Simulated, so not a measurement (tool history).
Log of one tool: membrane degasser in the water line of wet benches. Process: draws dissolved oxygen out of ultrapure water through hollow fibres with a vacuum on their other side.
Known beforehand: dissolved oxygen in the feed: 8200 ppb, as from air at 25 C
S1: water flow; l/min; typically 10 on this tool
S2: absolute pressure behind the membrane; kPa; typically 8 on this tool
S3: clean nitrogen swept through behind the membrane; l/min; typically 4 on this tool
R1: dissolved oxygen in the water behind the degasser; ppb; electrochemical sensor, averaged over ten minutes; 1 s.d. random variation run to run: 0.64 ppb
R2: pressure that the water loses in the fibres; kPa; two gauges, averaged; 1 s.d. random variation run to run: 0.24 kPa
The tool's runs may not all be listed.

run    hour  S1     S2     S3     R1     R2
  1       0  10      8      4   58.9  61.74
  2    87.3  10      8      4     60  61.72
  3   126.9  10      8      4   58.1  62.11
  4   163.8  10      8      4   59.9  62.02
  5   249.1  10      8      4   60.2  61.36
  6   338.6  10      8      4   58.9  61.51
  7   424.7  10      8      4   59.5  61.88
  8   477.4  10      8      4   60.1  61.39
  9   535.3  12      8      4   79.6  74.58
 10   576.1  10      8      4   60.8   61.8
 11     613  10      8   2.17   87.3  61.81
 12   665.1  10      8   1.75     97  62.16
 13   726.2  10      8   1.75  100.4  61.53
 14   803.8  10      8      4   60.6   61.9
 15   887.8  10      8      4   60.5  61.68
 16   971.6  10      8      4   60.2     62
 17  1012.2   9   4.93      4   33.2  55.54
 18  1091.1   7   4.89   4.21   20.8  43.35
 19  1162.7  12   9.75   2.27  127.9  74.73
 20  1225.6  10  19.39   2.57    187  62.04
 21  1308.1   8  12.24    2.7   88.1  49.77
 22  1348.4   9   4.99    6.5   30.4  55.61
 23  1399.6   9  12.03   7.44   52.2  56.09
 24  1454.8   9  12.03   7.44   52.7  55.12
 25  1523.2  10      8   3.45     67     62
 26  1588.9  10   16.5  11.05   60.8  62.15
 27  1669.6  10      8   3.45   64.7   61.6
 28  1746.1   8      8   7.77   31.5  49.56
 29  1794.8   8   9.28   2.46   71.5  49.47
 30  1851.2   8   9.28   2.46   70.7  49.51
 31  1892.9   7   7.87   8.57   23.6  43.72
 32  1942.7   7   7.87   8.57   24.3  43.55

Branching from run 32: 3 alternative next runs. What would each branch give?
  A  2026.4  10  14.96     4   ?   ?
  B  2026.4   7  13.26  8.57   ?   ?
  C  2026.4  14    5.4  3.07   ?   ?

run     R1     R2
  A  107.5  62.15
  B   35.7  43.27
  C   81.9  86.74
With the hidden condition removed and each run's random variation left untouched, the same runs would have given:
run     R1     R2
  A  100.2  61.37
  B   32.5  42.72
  C   75.2  85.65
